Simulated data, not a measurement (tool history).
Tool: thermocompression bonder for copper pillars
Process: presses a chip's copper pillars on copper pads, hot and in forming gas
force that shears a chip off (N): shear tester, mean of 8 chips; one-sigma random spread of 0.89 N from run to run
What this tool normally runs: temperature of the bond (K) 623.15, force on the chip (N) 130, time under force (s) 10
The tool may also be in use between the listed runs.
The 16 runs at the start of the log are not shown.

| run | hour | temperature of the bond (K) | force on the chip (N) | time under force (s) | hours of work since the heater was calibrated | hours of work since the force cell was calibrated | hours of work since the gas filter was changed | force that shears a chip off (N) |
|---|---|---|---|---|---|---|---|---|
| 17 | 532.4 | 623.15 | 130 | 10 | 128 | 752 | 448 | 104.9 |
| 18 | 578.5 | 623.15 | 130 | 10 | 152 | 775 | 472 | 103.3 |
| 19 | 598 | 623.15 | 81 | 10 | 162 | 785 | 482 | 69.3 |
|  | 620.5 | forming gas filter changed |
| 20 | 630.1 | 623.15 | 132 | 6 | 178 | 801 | 5 | 95.7 |
| 21 | 666.9 | 647.15 | 83 | 22 | 197 | 820 | 24 | 113.6 |
| 22 | 694.9 | 632.15 | 83 | 22 | 211 | 834 | 38 | 103.6 |
| 23 | 728.2 | 632.15 | 83 | 22 | 228 | 852 | 55 | 101.9 |
| 24 | 756.2 | 598.15 | 137 | 6 | 243 | 866 | 70 | 81.2 |
| 25 | 790.5 | 623.15 | 148 | 13 | 260 | 883 | 87 | 124.1 |
| 26 | 821.9 | 647.15 | 148 | 13 | 276 | 900 | 103 | 136.3 |
| 27 | 861.3 | 614.15 | 168 | 9 | 296 | 920 | 123 | 119.9 |
| 28 | 895.4 | 614.15 | 168 | 9 | 314 | 937 | 141 | 118.9 |

For run 29, what comes out?
| 29 | 933 | 623.15 | 165 | 18 | 333 | 956 | 160 | ? |

Run 29 produced force that shears a chip off (N) 138.2.
The same run, on a tool lacking any hidden state, would have yielded force that shears a chip off (N) 141.2.
